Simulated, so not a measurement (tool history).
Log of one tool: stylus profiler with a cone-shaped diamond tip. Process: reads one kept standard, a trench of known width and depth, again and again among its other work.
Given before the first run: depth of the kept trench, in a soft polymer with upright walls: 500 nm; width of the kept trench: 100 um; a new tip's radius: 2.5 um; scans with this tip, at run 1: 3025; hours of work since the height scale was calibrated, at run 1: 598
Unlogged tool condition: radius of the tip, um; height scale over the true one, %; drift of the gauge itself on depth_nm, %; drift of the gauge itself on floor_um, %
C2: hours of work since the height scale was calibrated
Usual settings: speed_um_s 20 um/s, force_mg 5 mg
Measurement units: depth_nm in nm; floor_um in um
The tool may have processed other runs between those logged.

run 1 hour=0 | speed_um_s=20 force_mg=5 | scans_with_this_tip=3025 C2=598 | depth_nm=509.45 floor_um=96.84
run 2 hour=38.5 | speed_um_s=20 force_mg=5 | scans_with_this_tip=3135 C2=619 | depth_nm=509.36 floor_um=96.89
run 3 hour=71.5 | speed_um_s=20 force_mg=5 | scans_with_this_tip=3229 C2=638 | depth_nm=509.07 floor_um=96.86
run 4 hour=116.1 | speed_um_s=20 force_mg=5 | scans_with_this_tip=3355 C2=663 | depth_nm=509.63 floor_um=96.94
run 5 hour=148.3 | speed_um_s=20 force_mg=5 | scans_with_this_tip=3447 C2=681 | depth_nm=509.6 floor_um=96.84
run 6 hour=176.3 | speed_um_s=20 force_mg=4.02 | scans_with_this_tip=3527 C2=697 | depth_nm=508.41 floor_um=96.86
run 7 hour=209.7 | speed_um_s=20 force_mg=4.02 | scans_with_this_tip=3622 C2=716 | depth_nm=508.58 floor_um=96.86
run 8 hour=248 | speed_um_s=24 force_mg=5 | scans_with_this_tip=3731 C2=737 | depth_nm=509.54 floor_um=96.84
run 9 hour=268.3 | speed_um_s=12 force_mg=5 | scans_with_this_tip=3789 C2=749 | depth_nm=509.5 floor_um=96.84
run 10 hour=312.2 | speed_um_s=12 force_mg=5 | scans_with_this_tip=3914 C2=773 | depth_nm=509.77 floor_um=96.8
run 11 hour=349.3 | speed_um_s=12 force_mg=5 | scans_with_this_tip=4019 C2=794 | depth_nm=509.64 floor_um=96.79
run 12 hour=369.7 | speed_um_s=12 force_mg=5 | scans_with_this_tip=4077 C2=806 | depth_nm=509.73 floor_um=96.88
run 13 hour=414.9 | speed_um_s=12 force_mg=5 | scans_with_this_tip=4206 C2=831 | depth_nm=509.77 floor_um=96.77
run 14 hour=461.8 | speed_um_s=20 force_mg=5 | scans_with_this_tip=4340 C2=858 | depth_nm=509.6 floor_um=96.81
run 15 hour=482.5 | speed_um_s=20 force_mg=5 | scans_with_this_tip=4399 C2=869 | depth_nm=509.9 floor_um=96.77
run 16 hour=505.9 | speed_um_s=20 force_mg=5 | scans_with_this_tip=4465 C2=882 | depth_nm=509.64 floor_um=96.78
run 17 hour=538.1 | speed_um_s=20 force_mg=5 | scans_with_this_tip=4557 C2=901 | depth_nm=510.24 floor_um=96.75
run 18 hour=582.6 | speed_um_s=41 force_mg=7.3 | scans_with_this_tip=4683 C2=926 | depth_nm=512.29 floor_um=96.77
run 19 hour=604.7 | speed_um_s=50 force_mg=5 | scans_with_this_tip=4746 C2=938 | depth_nm=510.17 floor_um=96.72
run 20 hour=651 | speed_um_s=30 force_mg=1.81 | scans_with_this_tip=4878 C2=964 | depth_nm=505.76 floor_um=96.69
run 21 hour=696 | speed_um_s=38 force_mg=5.33 | scans_with_this_tip=5006 C2=989 | depth_nm=510.28 floor_um=96.73
run 22 hour=737.6 | speed_um_s=13 force_mg=5.01 | scans_with_this_tip=5125 C2=1013 | depth_nm=510.33 floor_um=96.76
run 23 hour=781.3 | speed_um_s=32 force_mg=1.87 | scans_with_this_tip=5249 C2=1037 | depth_nm=506.49 floor_um=96.67
run 24 hour=817.8 | speed_um_s=32 force_mg=1.87 | scans_with_this_tip=5353 C2=1058 | depth_nm=506.34 floor_um=96.7
run 25 hour=844.8 | speed_um_s=8 force_mg=12.47 | scans_with_this_tip=5430 C2=1073 | depth_nm=517.05 floor_um=96.82
run 26 hour=872.1 | speed_um_s=20 force_mg=8.3 | scans_with_this_tip=5507 C2=1088 | depth_nm=513.42 floor_um=96.78
run 27 hour=899.7 | speed_um_s=25 force_mg=5.52 | scans_with_this_tip=5586 C2=1104 | depth_nm=511.24 floor_um=96.72
run 28 hour=922.5 | speed_um_s=8 force_mg=1.71 | scans_with_this_tip=5651 C2=1117 | depth_nm=506.34 floor_um=96.79
run 29 hour=956.9 | speed_um_s=8 force_mg=1.71 | scans_with_this_tip=5749 C2=1136 | depth_nm=506.38 floor_um=96.78
run 30 hour=992.6 | speed_um_s=8 force_mg=1.71 | scans_with_this_tip=5850 C2=1156 | depth_nm=506.37 floor_um=96.81
run 31 hour=1022.3 | speed_um_s=8 force_mg=1.71 | scans_with_this_tip=5935 C2=1173 | depth_nm=506.66 floor_um=96.74
run 32 hour=1066.8 | speed_um_s=66 force_mg=8.52 | scans_with_this_tip=6062 C2=1198 | depth_nm=514.1 floor_um=96.66
run 33 hour=1093 | speed_um_s=66 force_mg=8.52 | scans_with_this_tip=6136 C2=1213 | depth_nm=514.05 floor_um=96.6
run 34 hour=1131.1 | speed_um_s=18 force_mg=3.64 | scans_with_this_tip=6245 C2=1234 | depth_nm=509.08 floor_um=96.69

Consider 3 possible next runs. They are alternatives, not a sequence: every one starts from the tool as it was left by run 34. What does each give?
run A hour=1152.4 | speed_um_s=24 force_mg=9.32 | scans_with_this_tip=6305 C2=1246 | depth_nm=? floor_um=?
run B hour=1152.4 | speed_um_s=30 force_mg=3.94 | scans_with_this_tip=6305 C2=1246 | depth_nm=? floor_um=?
run C hour=1152.4 | speed_um_s=8 force_mg=6.35 | scans_with_this_tip=6305 C2=1246 | depth_nm=? floor_um=?

run=A depth_nm=514.71 floor_um=96.68
run=B depth_nm=509.55 floor_um=96.68
run=C depth_nm=511.93 floor_um=96.71
Without the tool's unlogged condition, the same runs would have read:
run=A depth_nm=512.03 floor_um=96.92
run=B depth_nm=506.9 floor_um=96.92
run=C depth_nm=509.27 floor_um=96.95
